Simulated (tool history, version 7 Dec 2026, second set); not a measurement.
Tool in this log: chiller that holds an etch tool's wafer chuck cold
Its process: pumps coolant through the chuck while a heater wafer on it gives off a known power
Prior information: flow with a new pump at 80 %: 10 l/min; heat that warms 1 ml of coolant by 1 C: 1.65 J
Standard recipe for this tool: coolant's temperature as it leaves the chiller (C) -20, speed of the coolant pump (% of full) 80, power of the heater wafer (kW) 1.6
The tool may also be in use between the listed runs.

run	hour	coolant's temperature as it leaves the chiller (C)	speed of the coolant pump (% of full)	power of the heater wafer (kW)	chuck's temperature once it has settled (C)	how much warmer the coolant comes back (C)
1	0	-20	80	1.6	-6.3	5.82
2	47.5	-20	72	1.6	-5.3	6.51
3	116.8	-20	72	1.6	-5.2	6.58
4	175.4	-20	72	1.6	-5.2	6.49
5	229	-20	72	1.6	-5.3	6.51
6	268.3	-20	72	1.6	-5.3	6.52
7	336.9	-20	80	1.6	-6.3	5.77
8	388	-20	87	1.6	-7.6	5.22

Forecast run 9:
9	457.1	-15	80	1.6	?	?

{"run 9": {"chuck's temperature once it has settled (C)": -1.6, "how much warmer the coolant comes back (C)": 5.83}}
If the tool had no hidden condition, the same run with the same run-to-run variation would have returned chuck's temperature once it has settled (C) -1.7, how much warmer the coolant comes back (C) 5.87.

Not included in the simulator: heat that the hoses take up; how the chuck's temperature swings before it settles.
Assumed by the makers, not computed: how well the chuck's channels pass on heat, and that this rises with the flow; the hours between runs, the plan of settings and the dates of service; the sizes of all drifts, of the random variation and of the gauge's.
